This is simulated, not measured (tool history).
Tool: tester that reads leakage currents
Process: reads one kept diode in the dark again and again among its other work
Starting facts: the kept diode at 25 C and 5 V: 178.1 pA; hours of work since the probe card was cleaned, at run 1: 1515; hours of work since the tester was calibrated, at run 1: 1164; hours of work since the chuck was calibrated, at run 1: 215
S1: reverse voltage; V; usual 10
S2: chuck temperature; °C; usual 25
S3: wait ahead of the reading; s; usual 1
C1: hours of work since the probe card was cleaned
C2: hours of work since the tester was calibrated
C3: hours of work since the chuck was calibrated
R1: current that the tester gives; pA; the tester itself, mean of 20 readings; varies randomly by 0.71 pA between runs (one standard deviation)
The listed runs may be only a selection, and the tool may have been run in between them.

run 1 hour=0 | S1=10 S2=25 S3=1 | C1=1515 C2=1164 C3=215 | R1=246.21
run 2 hour=80.5 | S1=18.9 S2=25 S3=1 | C1=1550 C2=1199 C3=249 | R1=321.18
run 3 hour=172.1 | S1=18.9 S2=25 S3=1 | C1=1589 C2=1238 C3=289 | R1=322.61
run 4 hour=246.8 | S1=18.9 S2=25 S3=1 | C1=1622 C2=1271 C3=321 | R1=323.62
run 5 hour=302.4 | S1=10 S2=25 S3=1 | C1=1646 C2=1295 C3=346 | R1=249.93
run 6 hour=415.1 | S1=10 S2=25 S3=1 | C1=1695 C2=1343 C3=394 | R1=252.87
run 7 hour=502.9 | S1=10 S2=25 S3=0.86 | C1=1733 C2=1382 C3=432 | R1=253.78
run 8 hour=602 | S1=10 S2=25 S3=0.86 | C1=1776 C2=1424 C3=475 | R1=256.62
run 9 hour=673.3 | S1=10 S2=25 S3=0.86 | C1=1806 C2=1455 C3=506 | R1=256.13
run 10 hour=773 | S1=10 S2=25 S3=0.86 | C1=1850 C2=1499 C3=549 | R1=256.98
run 11 hour=853.8 | S1=10 S2=25 S3=0.86 | C1=1885 C2=1534 C3=585 | R1=258.03
run 12 hour=949 | S1=10 S2=25 S3=0.86 | C1=1926 C2=1575 C3=626 | R1=259.6
run 13 hour=1010.3 | S1=10 S2=25 S3=0.86 | C1=1953 C2=1601 C3=652 | R1=259.94
run 14 hour=1091.5 | S1=10 S2=25 S3=0.86 | C1=1988 C2=1637 C3=688 | R1=262.52
run 15 hour=1209.7 | S1=10 S2=25 S3=1 | C1=2039 C2=1688 C3=739 | R1=262.83
run 16 hour=1260.7 | S1=12.6 S2=25 S3=1 | C1=2061 C2=1710 C3=761 | R1=290.14
run 17 hour=1351.7 | S1=12.6 S2=25 S3=1 | C1=2100 C2=1749 C3=800 | R1=290.58
run 18 hour=1408.1 | S1=9 S2=45 S3=1.82 | C1=2125 C2=1774 C3=825 | R1=1536.44
run 19 hour=1494.5 | S1=9 S2=45 S3=1.82 | C1=2162 C2=1811 C3=862 | R1=1546.15
run 20 hour=1616 | S1=2.3 S2=22 S3=0.75 | C1=2215 C2=1864 C3=915 | R1=112.16
-- hour=1673.7 probe card cleaned and baked
run 21 hour=1684.1 | S1=8.1 S2=48 S3=0.82 | C1=5 C2=1892 C3=943 | R1=1917.42
run 22 hour=1778 | S1=8.1 S2=48 S3=0.82 | C1=45 C2=1933 C3=984 | R1=1912.67
run 23 hour=1827.1 | S1=8.1 S2=48 S3=0.82 | C1=66 C2=1954 C3=1005 | R1=1912.94
run 24 hour=1879.1 | S1=8.1 S2=48 S3=0.82 | C1=89 C2=1977 C3=1027 | R1=1935.13
run 25 hour=1992 | S1=8.1 S2=31 S3=0.82 | C1=138 C2=2025 C3=1076 | R1=438.5
run 26 hour=2053.6 | S1=8.1 S2=31 S3=1.4 | C1=165 C2=2052 C3=1103 | R1=437.71
run 27 hour=2118.1 | S1=10 S2=42 S3=1 | C1=193 C2=2080 C3=1131 | R1=1272.66
run 28 hour=2238.5 | S1=3 S2=30 S3=0.91 | C1=245 C2=2132 C3=1183 | R1=273.25
run 29 hour=2299.9 | S1=3 S2=30 S3=0.87 | C1=271 C2=2159 C3=1210 | R1=273.48
run 30 hour=2392.4 | S1=10 S2=20 S3=0.4 | C1=311 C2=2199 C3=1250 | R1=175.1
run 31 hour=2475.9 | S1=10 S2=20 S3=0.4 | C1=348 C2=2235 C3=1286 | R1=176.44
run 32 hour=2569.7 | S1=10 S2=20 S3=0.4 | C1=388 C2=2276 C3=1327 | R1=177.41

Predict each of these 5 candidate next runs independently; none follows another, all start after run 32:
run A hour=2626.7 | S1=3.9 S2=39 S3=3.86 | C1=413 C2=2301 C3=1351 | R1=?
run B hour=2626.7 | S1=10.8 S2=22 S3=8.25 | C1=413 C2=2301 C3=1351 | R1=?
run C hour=2626.7 | S1=3.8 S2=30 S3=0.4 | C1=413 C2=2301 C3=1351 | R1=?
run D hour=2626.7 | S1=5.7 S2=26 S3=5.25 | C1=413 C2=2301 C3=1351 | R1=?
run E hour=2626.7 | S1=4.1 S2=38 S3=0.73 | C1=413 C2=2301 C3=1351 | R1=?

run=A R1=697.21
run=B R1=214.2
run=C R1=309.68
run=D R1=245.25
run=E R1=651.17
With the hidden condition removed and each run's random variation left untouched, the same runs would have given:
run=A R1=597.35
run=B R1=179.93
run=C R1=263.32
run=D R1=207.27
run=E R1=557.53

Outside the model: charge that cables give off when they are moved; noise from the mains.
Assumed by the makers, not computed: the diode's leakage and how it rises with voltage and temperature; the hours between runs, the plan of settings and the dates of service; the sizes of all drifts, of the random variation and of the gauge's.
